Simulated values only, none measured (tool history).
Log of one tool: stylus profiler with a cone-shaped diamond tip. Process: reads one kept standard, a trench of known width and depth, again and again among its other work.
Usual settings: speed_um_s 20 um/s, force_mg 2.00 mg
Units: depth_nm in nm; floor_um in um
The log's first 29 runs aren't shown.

| run | hour | speed_um_s | force_mg | scans with this tip | hours of work since the height scale was calibrated | depth_nm | floor_um |
|---|---|---|---|---|---|---|---|
| 30 | 1156.5 | 45 | 0.84 | 8208 | 735 | 100.61 | 17.14 |
| 31 | 1203.0 | 9 | 0.84 | 8370 | 768 | 100.54 | 17.41 |
| 32 | 1250.8 | 21 | 0.84 | 8535 | 801 | 100.52 | 17.38 |
| 33 | 1284.8 | 11 | 3.17 | 8653 | 825 | 101.79 | 17.49 |
| 34 | 1337.5 | 27 | 3.17 | 8836 | 862 | 101.74 | 17.41 |
| 35 | 1371.5 | 50 | 3.73 | 8954 | 885 | 101.94 | 17.26 |
| 36 | 1399.9 | 50 | 3.73 | 9052 | 905 | 101.96 | 17.29 |
|  | 1423.2 | height scale calibrated on a step standard |
| 37 | 1444.9 | 8 | 0.70 | 9206 | 15 | 100.72 | 17.41 |

3 ways to go on from here, each from the tool as it stands after run 37. What would each give?
| A | 1468.9 | 26 | 1.31 | 9290 | 32 | ? | ? |
| B | 1468.9 | 9 | 1.13 | 9290 | 32 | ? | ? |
| C | 1468.9 | 20 | 5.89 | 9290 | 32 | ? | ? |

| run | depth_nm | floor_um |
|---|---|---|
| A | 101.15 | 17.32 |
| B | 100.99 | 17.41 |
| C | 103.11 | 17.39 |
Without the tool's hidden state the same runs would have given:
| run | depth_nm | floor_um |
|---|---|---|
| A | 101.17 | 17.86 |
| B | 101.01 | 17.94 |
| C | 103.13 | 17.92 |

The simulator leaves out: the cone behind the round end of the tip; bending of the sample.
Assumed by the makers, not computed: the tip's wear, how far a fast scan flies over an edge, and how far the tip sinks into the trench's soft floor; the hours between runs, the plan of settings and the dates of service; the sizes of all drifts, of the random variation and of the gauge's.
